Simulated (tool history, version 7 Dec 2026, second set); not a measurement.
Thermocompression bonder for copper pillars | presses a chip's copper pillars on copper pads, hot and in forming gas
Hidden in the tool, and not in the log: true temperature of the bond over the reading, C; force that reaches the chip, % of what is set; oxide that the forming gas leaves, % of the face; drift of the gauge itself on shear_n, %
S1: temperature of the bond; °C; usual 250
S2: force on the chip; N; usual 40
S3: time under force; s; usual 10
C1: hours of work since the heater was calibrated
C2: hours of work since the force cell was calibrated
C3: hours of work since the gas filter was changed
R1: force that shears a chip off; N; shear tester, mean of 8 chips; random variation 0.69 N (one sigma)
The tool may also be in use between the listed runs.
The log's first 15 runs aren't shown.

run,day,S1,S2,S3,C1,C2,C3,R1
16,23.658,250,40,10,1460,870,218,69.2
# day 23.938: heater calibrated with a thermocouple chip
17,26.038,250,25,10,38,912,260,52.0
# day 26.783: forming gas filter changed
18,28.112,250,25,10,75,949,24,54.3
19,30.621,250,27,10,121,994,70,55.9
20,31.888,250,27,10,144,1017,93,57.3
21,33.879,250,57,10,180,1054,129,75.4
22,35.712,232,40,14,213,1087,162,60.0
23,38.021,263,40,5,255,1129,204,59.7
24,39.079,263,40,5,275,1148,223,58.9
25,40.817,263,40,5,306,1179,255,59.2
# day 41.808: forming gas filter changed
26,43.125,256,27,11,348,1221,24,63.2
27,44.167,256,38,11,367,1240,43,72.3
28,46.342,227,26,11,406,1279,82,44.3
29,48.808,227,26,11,451,1324,127,44.4
30,50.879,250,26,17,488,1362,165,67.1
31,52.758,279,43,11,523,1396,199,84.7
32,54.638,237,33,23,557,1430,233,69.0
# day 56.971: forming gas filter changed
33,57.167,227,32,23,602,1476,4,65.3
34,59.450,236,32,23,644,1517,45,69.4
35,60.925,236,32,23,670,1544,72,70.2
36,62.929,236,32,23,707,1580,108,70.1
37,64.846,253,37,10,742,1615,143,66.8
38,66.054,253,37,10,764,1637,165,66.3
39,68.450,232,35,12,807,1680,208,54.5
40,70.879,259,46,12,851,1725,253,78.6

3 ways to go on from here, each from the tool as it stands after run 40. What would each give?
# day 72.071: forming gas filter changed
A,72.525,280,35,14,881,1754,8,?
# day 72.071: forming gas filter changed
B,72.525,241,46,8,881,1754,8,?
# day 72.071: forming gas filter changed
C,72.525,250,29,10,881,1754,8,?

run,R1
A,89.3
B,62.2
C,62.2
Without the tool's hidden state the same runs would have given:
run,R1
A,88.2
B,60.4
C,60.4
